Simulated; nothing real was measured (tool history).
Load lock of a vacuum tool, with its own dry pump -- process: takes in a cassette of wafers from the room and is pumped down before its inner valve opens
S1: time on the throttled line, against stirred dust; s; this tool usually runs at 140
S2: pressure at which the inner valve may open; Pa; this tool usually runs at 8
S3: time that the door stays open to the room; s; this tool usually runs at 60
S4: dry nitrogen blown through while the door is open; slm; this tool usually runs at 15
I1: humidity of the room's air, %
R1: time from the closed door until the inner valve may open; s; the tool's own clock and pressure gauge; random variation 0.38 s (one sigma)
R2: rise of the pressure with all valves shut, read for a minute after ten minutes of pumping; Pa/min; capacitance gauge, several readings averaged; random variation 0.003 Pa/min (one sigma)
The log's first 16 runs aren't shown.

run,day,S1,S2,S3,S4,I1,R1,R2
17,71.325,140,8,34,15,46.6,185.4,0.290
18,76.875,140,8,34,15,44.9,186.1,0.299
19,83.142,140,8,46,15,42.3,186.4,0.303
20,89.208,140,8,46,15,44.6,185.4,0.311
21,93.546,140,12,46,6,45.3,182.7,0.321
22,96.158,140,11,187,15,44.4,183.6,0.322
23,99.062,140,10,56,4,46.0,184.6,0.331
24,103.592,140,10,56,4,45.1,184.9,0.339
25,109.792,110,7,60,15,43.5,160.3,0.333
26,114.983,163,7,159,15,44.9,206.8,0.342
27,119.742,217,8,159,7,45.8,254.2,0.362
# day 122.925: door's seal changed, seat wiped
28,126.208,217,8,159,7,46.1,254.7,0.026
29,130.417,140,8,134,7,46.6,186.5,0.027
30,136.000,140,8,34,10,43.6,186.0,0.019
31,140.250,248,15,46,15,44.0,277.2,0.024
32,143.104,70,10,84,45,42.3,123.2,0.014
33,148.771,70,10,84,5,44.9,123.0,0.030
34,154.333,78,15,54,36,46.1,126.9,0.013
35,160.071,78,15,54,36,47.2,127.3,0.018
36,162.738,94,15,100,12,43.7,141.4,0.029

Forecast each of these 5 alternatives for the next run:
A,169.071,94,14,94,14,43.4,?,?
B,169.071,140,8,60,24,48.1,?,?
C,169.071,225,15,100,12,49.6,?,?
D,169.071,147,8,147,15,46.1,?,?
E,169.071,70,8,26,16,45.3,?,?

run,R1,R2
A,141.8,0.027
B,186.3,0.017
C,258.0,0.030
D,192.2,0.025
E,125.2,0.019
The same runs, with their run-to-run variation unchanged, on a tool lacking any hidden condition would have given:
run,R1,R2
A,137.3,0.018
B,181.9,0.009
C,255.0,0.022
D,187.9,0.017
E,120.1,0.011
